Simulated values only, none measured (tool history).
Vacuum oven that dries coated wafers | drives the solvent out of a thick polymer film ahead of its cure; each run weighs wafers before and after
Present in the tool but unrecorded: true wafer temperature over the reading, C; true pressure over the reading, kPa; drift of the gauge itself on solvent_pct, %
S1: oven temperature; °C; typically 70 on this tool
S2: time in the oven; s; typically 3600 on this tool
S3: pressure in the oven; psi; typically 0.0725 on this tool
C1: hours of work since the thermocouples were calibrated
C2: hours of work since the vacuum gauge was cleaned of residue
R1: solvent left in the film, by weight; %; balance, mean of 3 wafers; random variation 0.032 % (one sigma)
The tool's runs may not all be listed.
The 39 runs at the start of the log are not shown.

{"run": 40, "day": 18.817, "S1": 72, "S2": 5700, "S3": 0.1743, "C1": 117, "C2": 692, "R1": 0.77}
{"run": 41, "day": 19.167, "S1": 72, "S2": 5700, "S3": 0.226, "C1": 123, "C2": 698, "R1": 1.02}
{"run": 42, "day": 19.579, "S1": 57, "S2": 5220, "S3": 0.0656, "C1": 130, "C2": 705, "R1": 4.25}
{"run": 43, "day": 20.279, "S1": 73, "S2": 2880, "S3": 0.1404, "C1": 142, "C2": 718, "R1": 2.19}
{"run": 44, "day": 20.617, "S1": 71, "S2": 1980, "S3": 0.2828, "C1": 148, "C2": 724, "R1": 5.11}
{"run": 45, "day": 21.242, "S1": 71, "S2": 2580, "S3": 0.2828, "C1": 159, "C2": 735, "R1": 3.65}
{"run": 46, "day": 21.862, "S1": 70, "S2": 3420, "S3": 0.1072, "C1": 170, "C2": 745, "R1": 2.13}
{"run": 47, "day": 22.538, "S1": 70, "S2": 2760, "S3": 0.1379, "C1": 182, "C2": 757, "R1": 3.15}

Each row is a separate what-if for the run after 47, all from the same tool condition, not one after another. Results?
{"run": "A", "day": 23.171, "S1": 68, "S2": 4380, "S3": 0.0979, "C1": 193, "C2": 768, "R1": "?"}
{"run": "B", "day": 23.171, "S1": 70, "S2": 2760, "S3": 0.0544, "C1": 193, "C2": 768, "R1": "?"}
{"run": "C", "day": 23.171, "S1": 70, "S2": 3900, "S3": 0.1379, "C1": 193, "C2": 768, "R1": "?"}

run=A R1=1.67
run=B R1=2.94
run=C R1=1.69
What these runs would have given with no unlogged condition in the tool:
run=A R1=1.63
run=B R1=2.95
run=C R1=1.66
